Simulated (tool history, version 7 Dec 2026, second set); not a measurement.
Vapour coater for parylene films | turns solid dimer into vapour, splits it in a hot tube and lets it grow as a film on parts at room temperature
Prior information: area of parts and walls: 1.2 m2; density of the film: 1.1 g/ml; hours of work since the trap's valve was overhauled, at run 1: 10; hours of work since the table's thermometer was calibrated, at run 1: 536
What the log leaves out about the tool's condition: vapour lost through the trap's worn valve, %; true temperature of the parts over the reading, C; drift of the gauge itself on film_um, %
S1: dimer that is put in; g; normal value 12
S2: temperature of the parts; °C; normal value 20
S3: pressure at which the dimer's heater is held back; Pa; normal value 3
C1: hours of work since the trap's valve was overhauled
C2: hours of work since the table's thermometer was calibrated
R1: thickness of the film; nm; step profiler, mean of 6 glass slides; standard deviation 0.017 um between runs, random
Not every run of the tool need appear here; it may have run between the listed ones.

| run | day | S1 | S2 | S3 | C1 | C2 | R1 |
|---|---|---|---|---|---|---|---|
| 1 | 0 | 12 | 20 | 3 | 10 | 536 | 4870 |
| 2 | 0.954 | 12 | 20 | 3 | 31 | 557 | 4880 |
| 3 | 2.021 | 12 | 20 | 3 | 54 | 580 | 4830 |
| 4 | 2.696 | 12 | 20 | 3 | 68 | 594 | 4830 |
| 5 | 3.538 | 12 | 20 | 3 | 87 | 613 | 4780 |
| 6 | 4.525 | 12 | 20 | 3 | 108 | 634 | 4780 |
| 7 | 5.296 | 12 | 18 | 3 | 124 | 651 | 5060 |
| 8 | 6.346 | 12 | 19 | 3 | 147 | 673 | 4910 |
| 9 | 7.008 | 12 | 19 | 3 | 161 | 687 | 4870 |
| 10 | 7.562 | 12 | 19 | 3 | 173 | 699 | 4860 |
| 11 | 8.417 | 12 | 19 | 3 | 192 | 718 | 4870 |
| 12 | 9.35 | 12 | 20 | 3 | 212 | 738 | 4700 |
| 13 | 10.246 | 16 | 20 | 3 | 231 | 757 | 6180 |
| 14 | 10.817 | 16 | 20 | 3 | 243 | 769 | 6220 |
| 15 | 11.762 | 20 | 20 | 3 | 264 | 790 | 7750 |
|  | 12.325 | trap's valve overhauled |
| 16 | 12.479 | 20 | 17 | 3 | 3 | 802 | 8900 |
| 17 | 12.975 | 12 | 22 | 3 | 14 | 812 | 4580 |
| 18 | 14.058 | 12 | 22 | 3 | 37 | 836 | 4570 |
| 19 | 14.829 | 12 | 20 | 3 | 54 | 852 | 4870 |
|  | 14.971 | table's thermometer calibrated |
| 20 | 15.671 | 12 | 14 | 3 | 71 | 15 | 5800 |
| 21 | 16.583 | 12 | 14 | 3 | 91 | 35 | 5760 |
| 22 | 17.654 | 12 | 14 | 3 | 114 | 58 | 5740 |
| 23 | 18.296 | 12 | 14 | 3 | 128 | 72 | 5760 |
| 24 | 18.921 | 12 | 14 | 11.86 | 141 | 85 | 5010 |
|  | 19.667 | table's thermometer calibrated, once more |
| 25 | 19.696 | 12 | 14 | 11.86 | 157 | 1 | 4850 |
| 26 | 20.692 | 15 | 14 | 8.75 | 179 | 22 | 6230 |
| 27 | 21.342 | 15 | 16 | 8.73 | 192 | 36 | 5840 |
| 28 | 22.204 | 15 | 16 | 2.35 | 211 | 55 | 6630 |
| 29 | 22.975 | 13 | 24 | 5.38 | 228 | 71 | 4200 |
| 30 | 23.638 | 18 | 20 | 2.6 | 242 | 86 | 6920 |
| 31 | 24.167 | 18 | 22 | 4.32 | 253 | 97 | 6210 |
| 32 | 24.938 | 13 | 20 | 3 | 270 | 114 | 4910 |
|  | 25.188 | trap's valve overhauled |
| 33 | 25.808 | 5 | 32 | 3.07 | 13 | 129 | 1400 |
| 34 | 26.804 | 12 | 23 | 5.29 | 35 | 150 | 4140 |
| 35 | 27.642 | 16 | 15 | 9.23 | 53 | 168 | 6580 |
| 36 | 28.683 | 20 | 21 | 3.78 | 75 | 191 | 7490 |
| 37 | 29.329 | 7 | 14 | 5.03 | 89 | 204 | 3120 |
| 38 | 29.962 | 20 | 30 | 5.15 | 103 | 218 | 5550 |
| 39 | 30.908 | 20 | 30 | 5.15 | 123 | 239 | 5540 |
| 40 | 31.533 | 12 | 27 | 7.72 | 137 | 252 | 3500 |
| 41 | 32.55 | 12 | 27 | 7.72 | 159 | 274 | 3460 |
| 42 | 33.312 | 12 | 20 | 5.7 | 175 | 290 | 4360 |
| 43 | 33.75 | 12 | 24 | 7.24 | 184 | 300 | 3770 |
| 44 | 34.742 | 12 | 24 | 7.24 | 206 | 321 | 3760 |
| 45 | 35.479 | 12 | 24 | 7.24 | 222 | 337 | 3760 |
| 46 | 36.525 | 12 | 24 | 7.24 | 244 | 360 | 3760 |

5 options for the next run, each taken on its own from the tool as it stands now. Forecast them:
| A | 37.425 | 12 | 24 | 3.2 | 264 | 379 | ? |
| B | 37.425 | 12 | 15 | 3 | 264 | 379 | ? |
| C | 37.425 | 12 | 31 | 3 | 264 | 379 | ? |
| D | 37.425 | 12 | 12 | 3 | 264 | 379 | ? |
| E | 37.425 | 12 | 21 | 10.52 | 264 | 379 | ? |

| run | R1 |
|---|---|
| A | 4010 |
| B | 5260 |
| C | 3330 |
| D | 5740 |
| E | 3910 |
With the hidden condition removed and each run's random variation left untouched, the same runs would have given:
| run | R1 |
|---|---|
| A | 4230 |
| B | 5560 |
| C | 3510 |
| D | 6060 |
| E | 4120 |
